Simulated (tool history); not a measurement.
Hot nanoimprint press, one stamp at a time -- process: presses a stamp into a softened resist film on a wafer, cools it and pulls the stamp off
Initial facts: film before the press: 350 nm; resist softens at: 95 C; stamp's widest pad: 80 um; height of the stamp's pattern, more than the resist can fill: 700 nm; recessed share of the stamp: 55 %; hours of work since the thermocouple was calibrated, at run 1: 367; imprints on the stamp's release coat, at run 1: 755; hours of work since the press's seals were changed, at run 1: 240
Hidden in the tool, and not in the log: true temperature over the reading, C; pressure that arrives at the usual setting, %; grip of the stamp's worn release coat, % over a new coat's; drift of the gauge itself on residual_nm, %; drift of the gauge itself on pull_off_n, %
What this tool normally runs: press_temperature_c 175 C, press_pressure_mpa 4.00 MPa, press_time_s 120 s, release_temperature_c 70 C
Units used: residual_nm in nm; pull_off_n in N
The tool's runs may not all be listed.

| run | hour | press_temperature_c | press_pressure_mpa | press_time_s | release_temperature_c | hours of work since the thermocouple was calibrated | imprints on the stamp's release coat | hours of work since the press's seals were changed | residual_nm | pull_off_n |
|---|---|---|---|---|---|---|---|---|---|---|
| 1 | 0.0 | 175 | 4.00 | 120 | 70 | 367 | 755 | 240 | 174.1 | 136 |
| 2 | 8.3 | 175 | 4.00 | 120 | 70 | 373 | 788 | 246 | 174.3 | 133 |
| 3 | 15.6 | 175 | 3.72 | 120 | 70 | 378 | 817 | 251 | 179.6 | 137 |
| 4 | 22.8 | 175 | 4.00 | 120 | 56 | 383 | 845 | 256 | 174.5 | 190 |
| 5 | 32.2 | 175 | 4.00 | 120 | 56 | 390 | 883 | 263 | 174.4 | 192 |
| 6 | 42.2 | 175 | 4.00 | 200 | 70 | 397 | 923 | 270 | 143.2 | 135 |
|  | 54.8 | plate thermocouple calibrated |
| 7 | 56.1 | 175 | 4.00 | 200 | 70 | 1 | 966 | 278 | 143.9 | 136 |
| 8 | 64.5 | 175 | 4.00 | 200 | 70 | 7 | 1000 | 284 | 142.9 | 134 |
| 9 | 69.5 | 175 | 3.37 | 120 | 70 | 11 | 1019 | 288 | 186.9 | 139 |
| 10 | 78.8 | 175 | 3.75 | 120 | 70 | 17 | 1057 | 294 | 178.6 | 135 |
| 11 | 85.6 | 175 | 3.75 | 120 | 70 | 22 | 1084 | 299 | 179.6 | 135 |
| 12 | 93.8 | 175 | 3.75 | 120 | 70 | 28 | 1116 | 305 | 179.8 | 136 |
| 13 | 102.4 | 175 | 3.75 | 120 | 70 | 34 | 1151 | 311 | 178.9 | 139 |
| 14 | 111.2 | 175 | 3.75 | 120 | 70 | 40 | 1185 | 317 | 180.9 | 139 |
| 15 | 123.1 | 175 | 3.75 | 120 | 70 | 49 | 1233 | 326 | 179.3 | 137 |
| 16 | 128.6 | 174 | 3.39 | 120 | 61 | 53 | 1255 | 330 | 191.8 | 176 |
| 17 | 134.9 | 174 | 3.39 | 113 | 58 | 57 | 1280 | 334 | 194.2 | 183 |
| 18 | 142.8 | 182 | 4.35 | 82 | 58 | 63 | 1311 | 340 | 161.8 | 183 |
| 19 | 151.0 | 182 | 4.35 | 82 | 58 | 69 | 1344 | 346 | 162.7 | 190 |
| 20 | 158.6 | 182 | 4.35 | 82 | 58 | 74 | 1374 | 351 | 163.6 | 182 |
| 21 | 165.1 | 175 | 4.00 | 120 | 59 | 79 | 1400 | 356 | 174.2 | 180 |
| 22 | 172.4 | 184 | 4.94 | 82 | 78 | 84 | 1429 | 361 | 145.5 | 110 |
| 23 | 182.5 | 175 | 4.00 | 218 | 70 | 92 | 1469 | 369 | 139.6 | 141 |
| 24 | 190.7 | 175 | 4.00 | 218 | 70 | 98 | 1502 | 375 | 139.1 | 133 |
| 25 | 202.2 | 175 | 4.47 | 218 | 73 | 106 | 1548 | 383 | 131.1 | 124 |
| 26 | 213.9 | 175 | 2.41 | 100 | 70 | 114 | 1594 | 391 | 225.2 | 132 |
| 27 | 225.7 | 165 | 2.85 | 120 | 63 | 123 | 1641 | 400 | 245.2 | 163 |
| 28 | 232.6 | 175 | 4.00 | 120 | 76 | 128 | 1668 | 405 | 173.5 | 116 |
| 29 | 244.1 | 186 | 4.00 | 215 | 70 | 136 | 1714 | 413 | 103.4 | 138 |

Below are 4 alternative next runs, each starting from the tool's condition after run 29. Predict each:
| A | 256.0 | 171 | 4.00 | 220 | 66 | 144 | 1761 | 421 | ? | ? |
| B | 256.0 | 186 | 4.05 | 122 | 62 | 144 | 1761 | 421 | ? | ? |
| C | 256.0 | 175 | 3.02 | 120 | 70 | 144 | 1761 | 421 | ? | ? |
| D | 256.0 | 175 | 4.00 | 107 | 74 | 144 | 1761 | 421 | ? | ? |

| run | residual_nm | pull_off_n |
|---|---|---|
| A | 155.3 | 150 |
| B | 130.3 | 164 |
| C | 194.7 | 137 |
| D | 180.8 | 118 |
What these runs would have given with no unlogged condition in the tool:
| run | residual_nm | pull_off_n |
|---|---|---|
| A | 155.3 | 149 |
| B | 130.3 | 162 |
| C | 194.7 | 136 |
| D | 180.8 | 117 |

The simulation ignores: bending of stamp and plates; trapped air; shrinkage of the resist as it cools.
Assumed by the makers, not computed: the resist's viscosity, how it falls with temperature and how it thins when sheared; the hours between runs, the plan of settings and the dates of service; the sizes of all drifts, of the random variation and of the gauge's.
